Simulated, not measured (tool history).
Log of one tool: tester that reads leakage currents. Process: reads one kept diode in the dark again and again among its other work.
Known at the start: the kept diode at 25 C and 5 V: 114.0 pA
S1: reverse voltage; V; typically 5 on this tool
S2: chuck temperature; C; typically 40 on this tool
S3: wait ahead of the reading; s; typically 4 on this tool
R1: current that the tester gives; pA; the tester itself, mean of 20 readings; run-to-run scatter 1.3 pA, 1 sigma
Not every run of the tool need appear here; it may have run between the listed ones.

Run 1, hour 0: usual settings. Result: R1 484.98 pA.
Run 2, hour 30.4: usual settings but S1 11.02 V. Result: R1 729.72 pA.
Run 3, hour 53.7: usual settings but S1 11.02 V. Result: R1 730.61 pA.
Run 4, hour 81.4: usual settings. Result: R1 490.4 pA.
Run 5, hour 98: usual settings. Result: R1 491.68 pA.
Run 6, hour 117.7: usual settings. Result: R1 493.24 pA.
Run 7, hour 130.8: usual settings. Result: R1 493.64 pA.
Run 8, hour 157: usual settings. Result: R1 492.35 pA.

Run 9 is up next; what results do you expect?
Run 9, hour 170.8: usual settings but S1 11.8 V, S2 35 C, S3 1.1 s. Result: R1 ?.

R1: 506.79 pA
Take away the tool's hidden state, keep the run-to-run variation as it was, and the same run would have given R1 443.92 pA.

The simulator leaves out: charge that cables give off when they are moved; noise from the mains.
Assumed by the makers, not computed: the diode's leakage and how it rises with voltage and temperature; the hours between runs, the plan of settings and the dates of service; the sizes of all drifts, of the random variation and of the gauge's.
